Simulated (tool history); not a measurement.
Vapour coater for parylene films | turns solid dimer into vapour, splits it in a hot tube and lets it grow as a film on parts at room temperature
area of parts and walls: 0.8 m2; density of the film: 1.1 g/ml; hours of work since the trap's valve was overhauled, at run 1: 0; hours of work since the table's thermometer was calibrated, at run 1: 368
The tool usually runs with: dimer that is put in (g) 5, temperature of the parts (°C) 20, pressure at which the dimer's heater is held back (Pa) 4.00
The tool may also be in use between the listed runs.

| run | day | dimer that is put in (g) | temperature of the parts (°C) | pressure at which the dimer's heater is held back (Pa) | hours of work since the trap's valve was overhauled | hours of work since the table's thermometer was calibrated | thickness of the film (nm) |
|---|---|---|---|---|---|---|---|
| 1 | 0.000 | 5 | 20 | 4.00 | 0 | 368 | 3690 |
| 2 | 0.688 | 5 | 20 | 4.00 | 9 | 376 | 3660 |
| 3 | 1.621 | 5 | 20 | 4.00 | 21 | 388 | 3640 |
| 4 | 2.846 | 5 | 29 | 4.00 | 36 | 404 | 2740 |
| 5 | 3.892 | 5 | 13 | 4.00 | 50 | 417 | 4480 |
| 6 | 4.967 | 5 | 13 | 4.00 | 63 | 431 | 4480 |
| 7 | 5.883 | 4 | 20 | 6.69 | 75 | 443 | 2550 |
| 8 | 7.300 | 4 | 18 | 2.44 | 93 | 461 | 3430 |
| 9 | 8.188 | 4 | 18 | 2.44 | 104 | 472 | 3300 |
| 10 | 9.004 | 4 | 18 | 2.44 | 115 | 482 | 3340 |
| 11 | 9.946 | 4 | 18 | 2.44 | 127 | 494 | 3320 |
| 12 | 11.267 | 2 | 28 | 2.63 | 144 | 511 | 1180 |

3 ways to go on from here, each from the tool as it stands after run 12. What would each give?
| A | 11.925 | 8 | 18 | 8.84 | 152 | 520 | ? |
| B | 11.925 | 5 | 16 | 7.94 | 152 | 520 | ? |
| C | 11.925 | 5 | 20 | 2.46 | 152 | 520 | ? |

| run | thickness of the film (nm) |
|---|---|
| A | 4970 |
| B | 3280 |
| C | 3790 |
The same runs, with their run-to-run variation unchanged, on a tool lacking any hidden condition would have given:
| run | thickness of the film (nm) |
|---|---|
| A | 5250 |
| B | 3460 |
| C | 4000 |

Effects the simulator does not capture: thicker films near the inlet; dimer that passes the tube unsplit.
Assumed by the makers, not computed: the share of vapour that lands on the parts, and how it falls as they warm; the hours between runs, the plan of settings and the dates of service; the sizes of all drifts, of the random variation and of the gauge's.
